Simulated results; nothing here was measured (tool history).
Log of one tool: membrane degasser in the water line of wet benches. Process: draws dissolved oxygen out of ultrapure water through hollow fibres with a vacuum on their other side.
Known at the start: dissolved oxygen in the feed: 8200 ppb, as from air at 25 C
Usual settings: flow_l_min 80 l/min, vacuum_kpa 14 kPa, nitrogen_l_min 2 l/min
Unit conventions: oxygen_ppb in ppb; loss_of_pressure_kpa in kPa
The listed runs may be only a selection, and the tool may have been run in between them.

{"run": 1, "hour": 0.0, "flow_l_min": 80, "vacuum_kpa": 14, "nitrogen_l_min": 2, "oxygen_ppb": 820, "loss_of_pressure_kpa": 33.52}
{"run": 2, "hour": 51.8, "flow_l_min": 80, "vacuum_kpa": 9.8, "nitrogen_l_min": 2, "oxygen_ppb": 522.9, "loss_of_pressure_kpa": 33.65}
{"run": 3, "hour": 99.6, "flow_l_min": 80, "vacuum_kpa": 14, "nitrogen_l_min": 2, "oxygen_ppb": 824.4, "loss_of_pressure_kpa": 33.39}
{"run": 4, "hour": 132.2, "flow_l_min": 80, "vacuum_kpa": 14, "nitrogen_l_min": 2, "oxygen_ppb": 825.1, "loss_of_pressure_kpa": 33.37}
{"run": 5, "hour": 178.3, "flow_l_min": 80, "vacuum_kpa": 14, "nitrogen_l_min": 2, "oxygen_ppb": 820, "loss_of_pressure_kpa": 33.67}
{"run": 6, "hour": 204.2, "flow_l_min": 80, "vacuum_kpa": 14, "nitrogen_l_min": 2, "oxygen_ppb": 819.6, "loss_of_pressure_kpa": 33.71}
{"run": 7, "hour": 243.2, "flow_l_min": 80, "vacuum_kpa": 14, "nitrogen_l_min": 2, "oxygen_ppb": 818.1, "loss_of_pressure_kpa": 33.62}
{"run": 8, "hour": 266.8, "flow_l_min": 105, "vacuum_kpa": 14, "nitrogen_l_min": 2, "oxygen_ppb": 1001.7, "loss_of_pressure_kpa": 43.96}
{"run": 9, "hour": 321.3, "flow_l_min": 112, "vacuum_kpa": 14, "nitrogen_l_min": 2, "oxygen_ppb": 1041, "loss_of_pressure_kpa": 46.72}
{"run": 10, "hour": 346.3, "flow_l_min": 80, "vacuum_kpa": 14, "nitrogen_l_min": 2, "oxygen_ppb": 816.2, "loss_of_pressure_kpa": 33.57}
{"run": 11, "hour": 370.2, "flow_l_min": 80, "vacuum_kpa": 14, "nitrogen_l_min": 2, "oxygen_ppb": 815.8, "loss_of_pressure_kpa": 33.56}
{"run": 12, "hour": 410.9, "flow_l_min": 80, "vacuum_kpa": 14, "nitrogen_l_min": 2, "oxygen_ppb": 828.6, "loss_of_pressure_kpa": 33.33}
{"run": 13, "hour": 463.0, "flow_l_min": 80, "vacuum_kpa": 14, "nitrogen_l_min": 2, "oxygen_ppb": 812.4, "loss_of_pressure_kpa": 33.82}
{"run": 14, "hour": 514.5, "flow_l_min": 80, "vacuum_kpa": 14, "nitrogen_l_min": 1.19, "oxygen_ppb": 1169.1, "loss_of_pressure_kpa": 33.55}
{"run": 15, "hour": 541.1, "flow_l_min": 80, "vacuum_kpa": 14, "nitrogen_l_min": 1.19, "oxygen_ppb": 1168.5, "loss_of_pressure_kpa": 33.54}
{"hour": 544.9, "done": "vacuum gauge calibrated"}
{"run": 16, "hour": 594.4, "flow_l_min": 80, "vacuum_kpa": 14, "nitrogen_l_min": 2, "oxygen_ppb": 825.4, "loss_of_pressure_kpa": 33.28}
{"hour": 629.5, "done": "vacuum gauge calibrated, once more"}
{"run": 17, "hour": 636.6, "flow_l_min": 80, "vacuum_kpa": 14, "nitrogen_l_min": 1.36, "oxygen_ppb": 1057.7, "loss_of_pressure_kpa": 33.64}
{"run": 18, "hour": 683.1, "flow_l_min": 80, "vacuum_kpa": 30.2, "nitrogen_l_min": 1.36, "oxygen_ppb": 2300.1, "loss_of_pressure_kpa": 33.68}
{"run": 19, "hour": 731.8, "flow_l_min": 80, "vacuum_kpa": 30.2, "nitrogen_l_min": 1.36, "oxygen_ppb": 2261.8, "loss_of_pressure_kpa": 33.55}
{"run": 20, "hour": 777.8, "flow_l_min": 100, "vacuum_kpa": 26.6, "nitrogen_l_min": 5.89, "oxygen_ppb": 833.2, "loss_of_pressure_kpa": 42.2}
{"run": 21, "hour": 827.3, "flow_l_min": 80, "vacuum_kpa": 23.2, "nitrogen_l_min": 3.5, "oxygen_ppb": 915.1, "loss_of_pressure_kpa": 33.48}
{"run": 22, "hour": 869.6, "flow_l_min": 80, "vacuum_kpa": 12.1, "nitrogen_l_min": 5.18, "oxygen_ppb": 312.6, "loss_of_pressure_kpa": 33.23}
{"run": 23, "hour": 914.9, "flow_l_min": 80, "vacuum_kpa": 12.1, "nitrogen_l_min": 5.18, "oxygen_ppb": 316.9, "loss_of_pressure_kpa": 33.74}
{"run": 24, "hour": 968.4, "flow_l_min": 80, "vacuum_kpa": 14, "nitrogen_l_min": 5.74, "oxygen_ppb": 345.6, "loss_of_pressure_kpa": 33.24}
{"run": 25, "hour": 1006.1, "flow_l_min": 80, "vacuum_kpa": 14, "nitrogen_l_min": 5.74, "oxygen_ppb": 346.9, "loss_of_pressure_kpa": 33.41}
{"run": 26, "hour": 1043.5, "flow_l_min": 67, "vacuum_kpa": 14, "nitrogen_l_min": 2, "oxygen_ppb": 704.2, "loss_of_pressure_kpa": 28}
{"run": 27, "hour": 1092.6, "flow_l_min": 80, "vacuum_kpa": 14.4, "nitrogen_l_min": 1.23, "oxygen_ppb": 1168.8, "loss_of_pressure_kpa": 33.56}
{"run": 28, "hour": 1146.9, "flow_l_min": 52, "vacuum_kpa": 14.4, "nitrogen_l_min": 2.35, "oxygen_ppb": 523.8, "loss_of_pressure_kpa": 21.64}
{"run": 29, "hour": 1197.8, "flow_l_min": 52, "vacuum_kpa": 14.4, "nitrogen_l_min": 2.35, "oxygen_ppb": 524.7, "loss_of_pressure_kpa": 21.77}

Expected results for the next run?
{"run": 30, "hour": 1242.8, "flow_l_min": 59, "vacuum_kpa": 26.2, "nitrogen_l_min": 1.61, "oxygen_ppb": "?", "loss_of_pressure_kpa": "?"}

oxygen_ppb: 1474.6 ppb
loss_of_pressure_kpa: 24.53 kPa
Minus the tool's unlogged condition, the same run would have read oxygen_ppb 1469.6 ppb, loss_of_pressure_kpa 24.19 kPa.
